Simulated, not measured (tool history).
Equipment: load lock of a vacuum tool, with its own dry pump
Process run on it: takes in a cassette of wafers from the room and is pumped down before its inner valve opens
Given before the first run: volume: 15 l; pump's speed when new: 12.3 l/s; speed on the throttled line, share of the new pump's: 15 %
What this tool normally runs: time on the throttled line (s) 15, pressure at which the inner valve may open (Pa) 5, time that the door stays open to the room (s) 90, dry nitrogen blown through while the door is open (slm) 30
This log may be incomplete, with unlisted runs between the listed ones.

run    hour  time on the throttled line (s)  pressure at which the inner valve may open (Pa)  time that the door stays open to the room (s)  dry nitrogen blown through while the door is open (slm)  incoming humidity of the room's air, %  time from the closed door until the inner valve may open (s)  rise of the pressure with all valves shut (Pa/min)
  1     0.0                              15                                                5                                             90                                                       30                                    45.5                                                          25.5                                               0.116
  2   212.0                              15                                                5                                             90                                                       30                                    45.4                                                          25.4                                               0.118
  3   401.9                              15                                                6                                             90                                                       30                                    45.9                                                          25.7                                               0.119
  4   610.3                              15                                                5                                             49                                                       30                                    46.3                                                          25.4                                               0.110
  5   755.1                              15                                                5                                             49                                                       30                                    45.7                                                          25.7                                               0.110
  6   923.3                              15                                                5                                             90                                                        4                                    48.0                                                          26.2                                               0.170
  7  1188.3                              15                                                5                                             90                                                       30                                    45.7                                                          26.0                                               0.124
  8  1349.8                              15                                                5                                             90                                                       30                                    42.5                                                          25.7                                               0.126
  9  1532.2                              15                                                5                                             90                                                       30                                    41.7                                                          26.4                                               0.116
 10  1832.3                              15                                                5                                             90                                                       30                                    43.8                                                          26.0                                               0.122
 11  2156.8                              15                                                5                                             90                                                       30                                    47.6                                                          25.7                                               0.132
 12  2454.9                              15                                                5                                             90                                                       30                                    44.9                                                          25.7                                               0.132
 13  2619.1                              15                                                5                                             90                                                       30                                    45.0                                                          25.6                                               0.135
 14  2791.7                              15                                                8                                            115                                                       37                                    42.9                                                          25.2                                               0.129
 15  3105.2                              15                                                8                                            115                                                       37                                    46.5                                                          25.6                                               0.138
 16  3245.5                              15                                                8                                            115                                                       37                                    46.7                                                          25.2                                               0.142
 17  3507.8                              15                                                7                                            183                                                        8                                    46.3                                                          25.8                                               0.208
 18  3759.9                              13                                                6                                             90                                                       30                                    43.9                                                          24.2                                               0.142
 19  3929.1                              13                                                6                                             90                                                       30                                    45.4                                                          24.0                                               0.141
 20  4184.5                              30                                                7                                             90                                                       26                                    46.0                                                          38.1                                               0.148
 21  4358.5                              10                                                5                                             90                                                       30                                    44.0                                                          22.2                                               0.144
 22  4557.3                              10                                                5                                             90                                                       30                                    41.2                                                          22.1                                               0.142
 23  4785.0                              15                                                5                                            152                                                        4                                    42.3                                                          26.0                                               0.212
 24  5057.0                              24                                                4                                             82                                                       30                                    46.9                                                          34.1                                               0.150
 25  5261.7                              24                                                4                                             82                                                       43                                    42.8                                                          34.2                                               0.138

Alternative continuations, all from the tool just after run 25; predict every row:
  A  5538.6                              15                                                8                                            216                                                       30                                    46.5                                                             ?                                                   ?
  B  5538.6                              15                                                9                                             90                                                       38                                    45.4                                                             ?                                                   ?
  C  5538.6                              21                                                4                                             82                                                       23                                    48.1                                                             ?                                                   ?
  D  5538.6                              24                                                8                                             82                                                        8                                    44.6                                                             ?                                                   ?

run  time from the closed door until the inner valve may open (s)  rise of the pressure with all valves shut (Pa/min)
  A                                                          25.4                                               0.182
  B                                                          25.7                                               0.136
  C                                                          31.9                                               0.165
  D                                                          33.5                                               0.186
Without the tool's unlogged condition, the same runs would have read:
run  time from the closed door until the inner valve may open (s)  rise of the pressure with all valves shut (Pa/min)
  A                                                          24.3                                               0.104
  B                                                          24.6                                               0.059
  C                                                          30.7                                               0.086
  D                                                          32.5                                               0.106
